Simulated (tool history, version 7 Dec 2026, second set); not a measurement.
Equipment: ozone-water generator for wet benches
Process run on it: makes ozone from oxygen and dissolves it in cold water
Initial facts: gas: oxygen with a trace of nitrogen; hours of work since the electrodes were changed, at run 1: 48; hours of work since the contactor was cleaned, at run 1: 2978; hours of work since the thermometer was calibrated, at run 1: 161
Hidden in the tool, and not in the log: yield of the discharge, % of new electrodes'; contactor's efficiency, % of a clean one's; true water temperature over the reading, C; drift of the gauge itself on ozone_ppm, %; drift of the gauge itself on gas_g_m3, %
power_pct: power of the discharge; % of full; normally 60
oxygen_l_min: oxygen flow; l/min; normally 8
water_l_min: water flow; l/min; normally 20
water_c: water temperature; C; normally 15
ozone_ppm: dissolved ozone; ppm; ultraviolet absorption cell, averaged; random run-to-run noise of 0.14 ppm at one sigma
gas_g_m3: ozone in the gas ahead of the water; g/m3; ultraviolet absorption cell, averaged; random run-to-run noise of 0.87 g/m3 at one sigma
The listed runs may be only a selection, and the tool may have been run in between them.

run	hour	power_pct	oxygen_l_min	water_l_min	water_c	hours of work since the electrodes were changed	hours of work since the contactor was cleaned	hours of work since the thermometer was calibrated	ozone_ppm	gas_g_m3
1	0	60	8	20	15	48	2978	161	15.8	142
2	25.1	60	8	20	15	69	2999	182	16.1	138.7
3	62.6	60	8	20	15	100	3030	213	16.1	140.7
4	109.4	60	8	20	15	139	3069	252	15.7	141
5	159.3	60	8	20	15	181	3110	293	15.6	139.8
6	182.5	60	8	20	15	200	3130	313	15.7	139
7	225.7	60	8	27	15	236	3166	349	12.7	140.9
8	257.8	60	8	27	15	263	3192	375	12.9	138.2
9	299.8	60	8	27	15	298	3227	410	12.6	139.8
10	323.2	60	8	20	15	317	3247	430	15.7	139.9
11	369.7	60	8	20	15	356	3286	469	15.7	140.2
12	413.2	60	8	20	15	392	3322	505	15.9	139.3
13	437.3	60	4.22	20	15	412	3342	525	15.4	194.9
14	487	60	4.22	20	15	454	3383	566	15.1	194.1
15	531.1	60	4.22	20	15	490	3420	603	15.2	192.1
16	554.4	60	4.22	20	15	510	3440	622	15.2	191.9

The next listed run, before its measurement:
17	590.1	60	4.22	20	15	539	3469	652	?	?

ozone_ppm: 15.3 ppm
gas_g_m3: 192.2 g/m3
With the hidden condition absent and the run-to-run variation left alone, this run would have shown ozone_ppm 16.1 ppm, gas_g_m3 195.1 g/m3.

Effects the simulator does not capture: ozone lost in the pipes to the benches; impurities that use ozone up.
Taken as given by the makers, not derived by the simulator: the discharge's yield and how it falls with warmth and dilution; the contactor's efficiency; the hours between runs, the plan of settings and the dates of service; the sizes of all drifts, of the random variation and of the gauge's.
